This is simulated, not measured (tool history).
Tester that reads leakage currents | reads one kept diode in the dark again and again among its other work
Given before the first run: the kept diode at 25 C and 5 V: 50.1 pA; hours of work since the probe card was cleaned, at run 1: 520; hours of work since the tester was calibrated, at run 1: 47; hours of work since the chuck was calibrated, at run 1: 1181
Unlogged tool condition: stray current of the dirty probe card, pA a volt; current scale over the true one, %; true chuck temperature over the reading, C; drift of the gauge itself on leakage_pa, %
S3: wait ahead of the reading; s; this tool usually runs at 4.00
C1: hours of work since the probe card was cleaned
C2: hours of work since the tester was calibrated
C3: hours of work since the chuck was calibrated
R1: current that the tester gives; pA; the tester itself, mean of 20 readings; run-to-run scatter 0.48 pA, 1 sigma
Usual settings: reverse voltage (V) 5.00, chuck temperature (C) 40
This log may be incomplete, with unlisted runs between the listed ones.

Run 1, hour 0.0: usual settings; C1 520; C2 47; C3 1181. Result: R1 145.75 pA.
Run 2, hour 28.0: usual settings; C1 542; C2 69; C3 1203. Result: R1 144.80 pA.
Run 3, hour 45.9: usual settings; C1 555; C2 83; C3 1216. Result: R1 145.48 pA.
Run 4, hour 69.6: usual settings; C1 574; C2 101; C3 1235. Result: R1 144.91 pA.
Run 5, hour 86.5: usual settings but S3 0.63 s; C1 587; C2 114; C3 1248. Result: R1 145.98 pA.
Run 6, hour 105.0: usual settings but S3 0.63 s; C1 601; C2 128; C3 1262. Result: R1 146.26 pA.
Run 7, hour 137.3: usual settings but S3 0.54 s; C1 626; C2 153; C3 1287. Result: R1 146.44 pA.
Run 8, hour 158.5: usual settings; C1 642; C2 169; C3 1303. Result: R1 144.00 pA.
Run 9, hour 176.0: usual settings; C1 655; C2 183; C3 1316. Result: R1 144.81 pA.
Run 10, hour 198.2: usual settings; C1 672; C2 200; C3 1333. Result: R1 143.75 pA.
Run 11, hour 233.2: usual settings; C1 699; C2 227; C3 1360. Result: R1 144.10 pA.
Run 12, hour 254.3: usual settings; C1 715; C2 243; C3 1377. Result: R1 144.11 pA.
Run 13, hour 270.8: usual settings but reverse voltage (V) 1.01; C1 728; C2 255; C3 1389. Result: R1 54.58 pA.
Run 14, hour 296.5: usual settings but S3 2.23 s; C1 748; C2 275; C3 1409. Result: R1 143.75 pA.
Run 15, hour 317.8: usual settings but S3 2.23 s; C1 764; C2 292; C3 1425. Result: R1 144.13 pA.
Run 16, hour 343.1: usual settings; C1 784; C2 311; C3 1445. Result: R1 143.21 pA.
Run 17, hour 367.1: usual settings but chuck temperature (C) 59; C1 802; C2 329; C3 1463. Result: R1 531.45 pA.
Run 18, hour 397.1: usual settings; C1 825; C2 352; C3 1486. Result: R1 143.76 pA.
Run 19, hour 425.1: usual settings; C1 847; C2 374; C3 1508. Result: R1 143.24 pA.
Run 20, hour 448.0: usual settings; C1 864; C2 392; C3 1525. Result: R1 142.53 pA.
Run 21, hour 463.9: usual settings but reverse voltage (V) 15.33, chuck temperature (C) 28, S3 1.88 s; C1 877; C2 404; C3 1538. Result: R1 119.98 pA.
Run 22, hour 493.4: usual settings but reverse voltage (V) 15.33, chuck temperature (C) 28, S3 1.88 s; C1 899; C2 426; C3 1560. Result: R1 120.24 pA.
Run 23, hour 527.8: usual settings but reverse voltage (V) 15.33, chuck temperature (C) 28, S3 1.88 s; C1 926; C2 453; C3 1587. Result: R1 120.77 pA.
Run 24, hour 554.1: usual settings but reverse voltage (V) 15.33, chuck temperature (C) 28, S3 1.88 s; C1 946; C2 473; C3 1607. Result: R1 120.78 pA.
Run 25, hour 570.1: usual settings but reverse voltage (V) 16.17, chuck temperature (C) 23, S3 2.61 s; C1 958; C2 485; C3 1619. Result: R1 87.04 pA.
Run 26, hour 592.3: usual settings but reverse voltage (V) 16.17, chuck temperature (C) 23, S3 2.61 s; C1 975; C2 502; C3 1636. Result: R1 87.35 pA.
Run 27, hour 626.1: usual settings but reverse voltage (V) 15.23, chuck temperature (C) 44, S3 0.81 s; C1 1001; C2 528; C3 1662. Result: R1 377.07 pA.
Run 28, hour 659.8: usual settings but reverse voltage (V) 15.23, chuck temperature (C) 44, S3 0.81 s; C1 1027; C2 554; C3 1688. Result: R1 376.40 pA.
Run 29, hour 687.5: usual settings but reverse voltage (V) 15.23, chuck temperature (C) 44, S3 0.81 s; C1 1048; C2 576; C3 1709. Result: R1 374.12 pA.
Run 30, hour 704.3: usual settings but reverse voltage (V) 1.25, chuck temperature (C) 44, S3 0.81 s; C1 1061; C2 588; C3 1722. Result: R1 81.59 pA.
Run 31, hour 735.7: usual settings but reverse voltage (V) 1.25, chuck temperature (C) 44, S3 0.81 s; C1 1085; C2 613; C3 1746. Result: R1 81.57 pA.
Run 32, hour 766.0: usual settings but reverse voltage (V) 2.76, chuck temperature (C) 25, S3 0.48 s; C1 1109; C2 636; C3 1770. Result: R1 33.53 pA.
Run 33, hour 795.6: usual settings but reverse voltage (V) 2.76, chuck temperature (C) 25, S3 0.48 s; C1 1131; C2 659; C3 1792. Result: R1 33.55 pA.
Run 34, hour 816.4: usual settings but reverse voltage (V) 3.68, S3 0.92 s; C1 1147; C2 675; C3 1808. Result: R1 117.92 pA.
Run 35, hour 831.1: usual settings but reverse voltage (V) 15.68, chuck temperature (C) 28, S3 3.75 s; C1 1159; C2 686; C3 1820. Result: R1 122.45 pA.
Run 36, hour 858.6: usual settings but reverse voltage (V) 5.51, chuck temperature (C) 25, S3 1.46 s; C1 1180; C2 707; C3 1841. Result: R1 50.60 pA.
Run 37, hour 884.3: usual settings but reverse voltage (V) 12.74, chuck temperature (C) 38, S3 0.37 s; C1 1200; C2 727; C3 1861. Result: R1 223.84 pA.
Run 38, hour 912.1: usual settings but reverse voltage (V) 6.80, S3 1.66 s; C1 1221; C2 748; C3 1882. Result: R1 169.47 pA.
Run 39, hour 946.5: usual settings but reverse voltage (V) 5.90, chuck temperature (C) 24, S3 3.22 s; C1 1247; C2 775; C3 1908. Result: R1 48.50 pA.
Run 40, hour 964.4: usual settings but reverse voltage (V) 5.90, chuck temperature (C) 48, S3 0.37 s; C1 1261; C2 788; C3 1922. Result: R1 274.86 pA.

Below, some changes in R1 between adjacent runs. For each, the amount present without the hidden state too (settings, incoming material, random variation) and the amount remaining for the hidden state with gauge scatter not shared by both compared results:
Run 16 -> 17: chuck temperature (C) 40 -> 59. R1 +388.24 pA: hidden state -45.46, all else +433.70.
Run 17 -> 18: chuck temperature (C) 59 -> 40. R1 -387.69 pA: hidden state +45.07, all else -432.76.
Run 26 -> 27: reverse voltage (V) 16.17 -> 15.23, chuck temperature (C) 23 -> 44, S3 2.61 -> 0.81. R1 +289.72 pA: hidden state -42.79, all else +332.51.
Run 29 -> 30: reverse voltage (V) 15.23 -> 1.25. R1 -292.53 pA: hidden state +31.80, all else -324.33.
